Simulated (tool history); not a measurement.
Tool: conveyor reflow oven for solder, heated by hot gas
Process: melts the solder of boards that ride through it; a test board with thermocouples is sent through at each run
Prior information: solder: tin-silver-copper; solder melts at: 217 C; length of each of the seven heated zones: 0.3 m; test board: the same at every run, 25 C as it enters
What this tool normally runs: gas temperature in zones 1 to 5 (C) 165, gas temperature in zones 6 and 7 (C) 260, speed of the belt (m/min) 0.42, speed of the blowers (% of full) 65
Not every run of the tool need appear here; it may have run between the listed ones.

| run | hour | gas temperature in zones 1 to 5 (C) | gas temperature in zones 6 and 7 (C) | speed of the belt (m/min) | speed of the blowers (% of full) | highest temperature of the board (C) | time above the solder's melting point (s) |
|---|---|---|---|---|---|---|---|
| 1 | 0 | 165 | 260 | 0.42 | 65 | 239.9 | 47.6 |
| 2 | 60 | 165 | 260 | 0.42 | 65 | 239.8 | 47.2 |
| 3 | 106.8 | 165 | 260 | 0.42 | 65 | 239.8 | 47 |
| 4 | 150.1 | 165 | 260 | 0.413 | 65 | 240 | 49.2 |
|  | 170.1 | flux residue cleaned out of gas plates and filters |
| 5 | 189.9 | 165 | 260 | 0.413 | 65 | 241.4 | 51.1 |
| 6 | 241.1 | 171 | 260 | 0.42 | 65 | 242.1 | 52.6 |
| 7 | 295.1 | 171 | 260 | 0.42 | 65 | 241.8 | 52.8 |
|  | 360.9 | thermocouples of zones 6 and 7 changed |
| 8 | 362.5 | 171 | 260 | 0.42 | 65 | 240 | 50.4 |
| 9 | 406.5 | 171 | 260 | 0.42 | 65 | 240 | 50.4 |
| 10 | 474.7 | 171 | 260 | 0.42 | 65 | 239.8 | 50.5 |
| 11 | 539 | 171 | 260 | 0.42 | 65 | 239.9 | 50.5 |
| 12 | 577.1 | 171 | 260 | 0.42 | 58 | 237.5 | 46.3 |
|  | 622 | flux residue cleaned out of gas plates and filters |
| 13 | 655.4 | 171 | 251 | 0.42 | 82 | 237.2 | 49.3 |
| 14 | 730.6 | 165 | 255 | 0.42 | 55 | 231.8 | 35.3 |
| 15 | 806.2 | 168 | 263 | 0.349 | 74 | 250.6 | 76.7 |
| 16 | 857.4 | 168 | 263 | 0.349 | 74 | 250.4 | 76.3 |
| 17 | 932 | 168 | 266 | 0.349 | 74 | 253.2 | 79.1 |
| 18 | 998.1 | 168 | 266 | 0.349 | 74 | 253.2 | 78.5 |
| 19 | 1039.6 | 168 | 266 | 0.349 | 74 | 253 | 78.2 |
|  | 1069.3 | flux residue cleaned out of gas plates and filters |
| 20 | 1095.2 | 168 | 266 | 0.432 | 74 | 247.5 | 56.4 |
| 21 | 1131.5 | 154 | 260 | 0.472 | 65 | 232.8 | 29.7 |
| 22 | 1200.5 | 164 | 274 | 0.394 | 57 | 251.5 | 63.5 |
|  | 1208.6 | belt drive overhauled, speed set with a stopwatch |
| 23 | 1248.9 | 165 | 269 | 0.42 | 65 | 246.3 | 53.4 |

Predict each of these 5 candidate next runs independently; none follows another, all start after run 23:
| A | 1306.9 | 151 | 254 | 0.42 | 65 | ? | ? |
| B | 1306.9 | 165 | 260 | 0.42 | 78 | ? | ? |
| C | 1306.9 | 165 | 274 | 0.465 | 65 | ? | ? |
| D | 1306.9 | 158 | 269 | 0.419 | 69 | ? | ? |
| E | 1306.9 | 169 | 260 | 0.42 | 65 | ? | ? |

| run | highest temperature of the board (C) | time above the solder's melting point (s) |
|---|---|---|
| A | 230.6 | 29.7 |
| B | 242.5 | 50.4 |
| C | 245.6 | 46.3 |
| D | 246.1 | 51.6 |
| E | 239.5 | 47.9 |
Stripped of hidden state, with their random variation kept, the same runs would have yielded:
| run | highest temperature of the board (C) | time above the solder's melting point (s) |
|---|---|---|
| A | 231.2 | 31 |
| B | 243 | 51.4 |
| C | 246.3 | 47.3 |
| D | 246.7 | 52.5 |
| E | 239.9 | 48.8 |
